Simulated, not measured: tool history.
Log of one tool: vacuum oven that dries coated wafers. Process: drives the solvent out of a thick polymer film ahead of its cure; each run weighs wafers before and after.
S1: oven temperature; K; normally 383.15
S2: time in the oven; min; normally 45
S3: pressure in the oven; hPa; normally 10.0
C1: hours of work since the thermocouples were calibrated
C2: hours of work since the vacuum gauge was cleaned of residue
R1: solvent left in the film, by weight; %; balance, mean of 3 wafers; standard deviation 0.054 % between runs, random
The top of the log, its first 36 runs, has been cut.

run      day      S1  S2    S3    C1    C2    R1
 37  101.558  383.15  45  10.0  1101   589  2.65
 38  105.017  396.15  45  21.3  1164   652  1.24
 39  108.562  383.15  45  17.3  1229   717  3.30
 40  110.883  383.15  45  17.3  1271   760  3.22
 41  112.808  379.15  60  10.0  1306   795  2.74
 42  116.617  379.15  60  10.0  1376   864  2.71
 43  119.979  379.15  60  10.0  1438   926  2.87
 44  121.667  383.15  37  30.1  1468   957  5.11
 45  124.312  397.15  45  10.0  1517  1005  0.72

Below are 4 alternative next runs, each starting from the tool's condition after run 45. Predict each:
  A  126.471  383.15  72  10.0  1556  1045   ?
  B  126.471  373.15  45  14.5  1556  1045   ?
  C  126.471  397.15  80  10.0  1556  1045   ?
  D  126.471  378.15  43  29.6  1556  1045   ?

run    R1
  A  1.55
  B  6.81
  C  0.56
  D  6.05
Without the tool's unlogged condition, the same runs would have read:
run    R1
  A  1.05
  B  5.55
  C  0.39
  D  4.90
